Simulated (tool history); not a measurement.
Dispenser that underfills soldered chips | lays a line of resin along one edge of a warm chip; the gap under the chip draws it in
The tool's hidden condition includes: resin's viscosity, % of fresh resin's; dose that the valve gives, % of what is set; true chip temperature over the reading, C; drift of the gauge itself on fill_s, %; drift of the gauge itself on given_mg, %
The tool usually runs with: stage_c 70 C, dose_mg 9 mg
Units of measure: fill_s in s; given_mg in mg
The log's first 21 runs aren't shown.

run,day,stage_c,dose_mg,hours of work since the syringe was changed,hours of work since the valve was cleaned,hours of work since the stage was calibrated,fill_s,given_mg
22,3.638,61,9.52,6,4,183,248.1,9.5
# day 3.662: new syringe of resin
23,3.75,70,9.52,1,5,184,119.3,9.53
24,3.929,61,7.88,4,8,187,210,7.91
25,4.067,78,10.84,6,10,189,137.1,10.8
# day 4.121: new syringe of resin
26,4.262,65,7.87,2,13,192,158.3,7.73
27,4.475,76,9.18,5,16,195,140.7,9.1
# day 4.567: new syringe of resin
28,4.65,71,9.84,1,18,197,115.1,9.53
29,4.775,70,9,3,20,199,138.1,8.75
30,4.996,75,8.69,6,23,202,158.4,8.68
# day 5.029: new syringe of resin
31,5.121,57,8.89,1,25,204,189.1,8.73
32,5.3,79,9.71,4,28,207,117.2,9.56
33,5.417,59,9.43,6,30,209,252.3,9.23
# day 5.475: new syringe of resin
34,5.658,72,8.84,3,33,212,134,8.65
35,5.838,55,10.79,5,36,215,281.3,10.41

Consider 4 possible next runs. They are alternatives, not a sequence: every one starts from the tool as it was left by run 35. What does each give?
# day 5.929: new syringe of resin
A,5.962,62,8.9,0,37,216,?,?
# day 5.929: new syringe of resin
B,5.962,57,7.7,0,37,216,?,?
# day 5.929: new syringe of resin
C,5.962,55,10.79,0,37,216,?,?
# day 5.929: new syringe of resin
D,5.962,80,10.14,0,37,216,?,?

run,fill_s,given_mg
A,150,8.64
B,182.4,7.48
C,186.5,10.52
D,83,9.85
Stripped of hidden state, with their random variation kept, the same runs would have yielded:
run,fill_s,given_mg
A,136,8.86
B,164.6,7.67
C,169.3,10.78
D,75.8,10.09
